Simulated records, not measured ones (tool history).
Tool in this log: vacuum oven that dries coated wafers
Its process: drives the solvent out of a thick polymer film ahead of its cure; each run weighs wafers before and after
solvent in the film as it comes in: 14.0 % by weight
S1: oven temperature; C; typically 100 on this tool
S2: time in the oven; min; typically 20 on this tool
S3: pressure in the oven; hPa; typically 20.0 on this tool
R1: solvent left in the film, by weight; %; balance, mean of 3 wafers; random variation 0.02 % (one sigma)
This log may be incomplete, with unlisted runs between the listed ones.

Run 1, hour 0.0: usual settings. Result: R1 1.36 %.
Run 2, hour 22.3: usual settings but S3 44.9 hPa. Result: R1 2.06 %.
Run 3, hour 59.4: usual settings but S3 44.9 hPa. Result: R1 2.07 %.
Run 4, hour 92.3: usual settings. Result: R1 1.37 %.
Run 5, hour 108.4: usual settings but S3 22.7 hPa. Result: R1 1.45 %.
Run 6, hour 127.5: usual settings but S3 22.7 hPa. Result: R1 1.45 %.
Run 7, hour 145.1: usual settings but S3 22.7 hPa. Result: R1 1.48 %.
Run 8, hour 174.6: usual settings. Result: R1 1.40 %.
Run 9, hour 211.4: usual settings. Result: R1 1.39 %.
At hour 214.7: vacuum gauge cleaned of residue and calibrated.
Run 10, hour 234.2: usual settings but S1 88 C. Result: R1 2.93 %.
Run 11, hour 267.8: usual settings but S1 88 C. Result: R1 3.00 %.
Run 12, hour 288.7: usual settings but S1 88 C. Result: R1 2.99 %.
Run 13, hour 313.7: usual settings but S1 88 C. Result: R1 2.97 %.
At hour 320.1: vacuum gauge cleaned of residue and calibrated, once more.
Run 14, hour 341.6: usual settings but S3 24.0 hPa. Result: R1 1.42 %.
Run 15, hour 372.2: usual settings but S1 90 C, S2 11 min. Result: R1 4.73 %.
Run 16, hour 395.1: usual settings but S1 96 C, S2 29 min, S3 10.8 hPa. Result: R1 0.75 %.
At hour 405.4: oven's thermocouples calibrated.
Run 17, hour 433.7: usual settings but S2 34 min, S3 70.4 hPa. Result: R1 2.05 %.
Run 18, hour 460.9: usual settings but S1 90 C, S2 32 min, S3 41.5 hPa. Result: R1 2.08 %.
Run 19, hour 492.0: usual settings but S1 90 C, S2 32 min, S3 41.5 hPa. Result: R1 2.10 %.
Run 20, hour 521.5: usual settings but S1 90 C, S2 35 min, S3 41.5 hPa. Result: R1 1.99 %.
Run 21, hour 554.3: usual settings but S1 92 C, S2 11 min, S3 49.6 hPa. Result: R1 4.91 %.
Run 22, hour 573.1: usual settings but S1 111 C, S2 19 min, S3 12.3 hPa. Result: R1 0.44 %.
Run 23, hour 608.1: usual settings but S1 111 C, S2 19 min, S3 12.3 hPa. Result: R1 0.44 %.
Run 24, hour 625.8: usual settings but S1 93 C, S3 18.6 hPa. Result: R1 1.85 %.
Run 25, hour 641.8: usual settings but S1 110 C, S2 30 min, S3 59.8 hPa. Result: R1 1.22 %.
Run 26, hour 665.6: usual settings but S1 110 C, S2 17 min, S3 27.8 hPa. Result: R1 0.91 %.
Run 27, hour 700.0: usual settings but S1 110 C, S2 15 min, S3 27.8 hPa. Result: R1 1.06 %.

Here are 4 independent what-if runs from the current tool condition. What would each one return?
Run A, hour 727.3: usual settings but S1 103 C, S2 12 min, S3 64.4 hPa. Result: R1 ?.
Run B, hour 727.3: usual settings but S1 113 C. Result: R1 ?.
Run C, hour 727.3: usual settings but S1 104 C. Result: R1 ?.
Run D, hour 727.3: usual settings but S3 14.0 hPa. Result: R1 ?.

run    R1
  A  3.13
  B  0.46
  C  0.92
  D  1.04
With the hidden condition removed and each run's random variation left untouched, the same runs would have given:
run    R1
  A  3.15
  B  0.45
  C  0.91
  D  1.03
